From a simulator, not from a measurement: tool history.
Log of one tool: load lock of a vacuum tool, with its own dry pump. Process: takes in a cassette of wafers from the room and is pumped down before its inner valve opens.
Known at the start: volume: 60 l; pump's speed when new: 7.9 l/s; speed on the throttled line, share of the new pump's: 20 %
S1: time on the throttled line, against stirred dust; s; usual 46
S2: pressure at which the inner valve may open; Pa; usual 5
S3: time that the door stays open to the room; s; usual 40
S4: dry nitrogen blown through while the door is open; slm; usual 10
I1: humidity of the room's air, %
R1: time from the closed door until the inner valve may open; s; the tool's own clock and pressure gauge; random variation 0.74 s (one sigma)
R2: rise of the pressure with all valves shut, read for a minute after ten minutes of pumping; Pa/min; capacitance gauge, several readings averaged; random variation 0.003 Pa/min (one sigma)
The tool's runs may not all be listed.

run	hour	S1	S2	S3	S4	I1	R1	R2
1	0.0	46	5	40	10	45.6	115.1	0.085
2	147.4	46	5	40	10	46.8	115.5	0.092
3	285.8	46	5	40	10	41.1	115.5	0.085
4	424.6	46	5	40	10	45.4	114.3	0.093
5	529.7	46	8	40	10	47.2	110.6	0.097
6	641.2	46	8	40	10	49.6	111.2	0.097
7	711.3	57	8	40	10	45.2	120.2	0.098
8	828.4	57	8	40	10	47.4	119.6	0.096
9	910.2	46	5	40	10	44.8	115.6	0.097
10	980.0	46	5	40	10	43.9	114.9	0.098
11	1052.0	46	4	40	10	43.4	118.7	0.097
12	1138.3	46	4	40	10	44.0	119.8	0.103
13	1267.9	46	5	40	10	44.8	116.2	0.104
14	1351.9	46	6	40	10	46.3	115.4	0.105
15	1435.6	46	5	40	10	45.9	117.2	0.102
16	1524.1	46	5	73	10	41.6	116.7	0.121
17	1639.3	46	5	73	10	46.0	117.5	0.128
18	1766.4	46	5	73	10	47.2	116.5	0.135
19	1877.2	46	5	40	35	43.9	118.0	0.105
20	2026.3	46	5	40	35	47.3	117.3	0.102
21	2148.8	66	4	40	35	47.9	135.5	0.108
22	2277.0	26	5	78	41	46.4	103.0	0.118
23	2383.6	46	5	27	10	44.8	118.0	0.116
24	2496.9	37	5	40	10	41.4	111.8	0.123
25	2620.3	37	5	40	10	44.8	110.8	0.131
26	2736.7	26	5	112	10	45.8	103.3	0.170
27	2876.6	32	5	117	10	47.1	108.3	0.181
28	2946.7	36	5	40	10	47.0	110.6	0.134
29	3036.5	88	7	71	24	45.5	148.7	0.140
30	3130.1	88	7	71	24	45.8	149.4	0.154
31	3192.3	88	7	71	24	40.6	150.1	0.142
32	3285.2	46	5	40	34	45.0	119.1	0.137
33	3393.1	90	9	40	10	45.8	148.2	0.150
34	3498.0	90	9	40	10	43.0	149.8	0.150
35	3626.8	90	7	40	16	47.3	150.9	0.146
36	3773.5	39	5	40	10	47.1	115.1	0.161

Some steps in R1 between neighbouring runs. How much of each would the tool show without its hidden state too (settings, what came in, random variation), and how much is left for the hidden state, with any gauge scatter that isn't in both results?
The hidden state here: pump's speed, % of a new pump's; leak at the door's seal, Pa l/s; drift of the gauge itself on ready_s, %; drift of the gauge itself on rise_pa_min, %.
Run 21 -> 22: S1 66 -> 26, S2 4 -> 5, S3 40 -> 78, S4 35 -> 41. R1 -32.5 s: hidden state +0.5, all else -33.0.
Run 28 -> 29: S1 36 -> 88, S2 5 -> 7, S3 40 -> 71, S4 10 -> 24. R1 +38.1 s: hidden state -1.0, all else +39.1.
Run 31 -> 32: S1 88 -> 46, S2 7 -> 5, S3 71 -> 40, S4 24 -> 34. R1 -31.0 s: hidden state +1.1, all else -32.1.
Run 32 -> 33: S1 46 -> 90, S2 5 -> 9, S4 34 -> 10. R1 +29.1 s: hidden state -1.1, all else +30.2.
Run 35 -> 36: S1 90 -> 39, S2 7 -> 5, S4 16 -> 10. R1 -35.8 s: hidden state +1.4, all else -37.2.
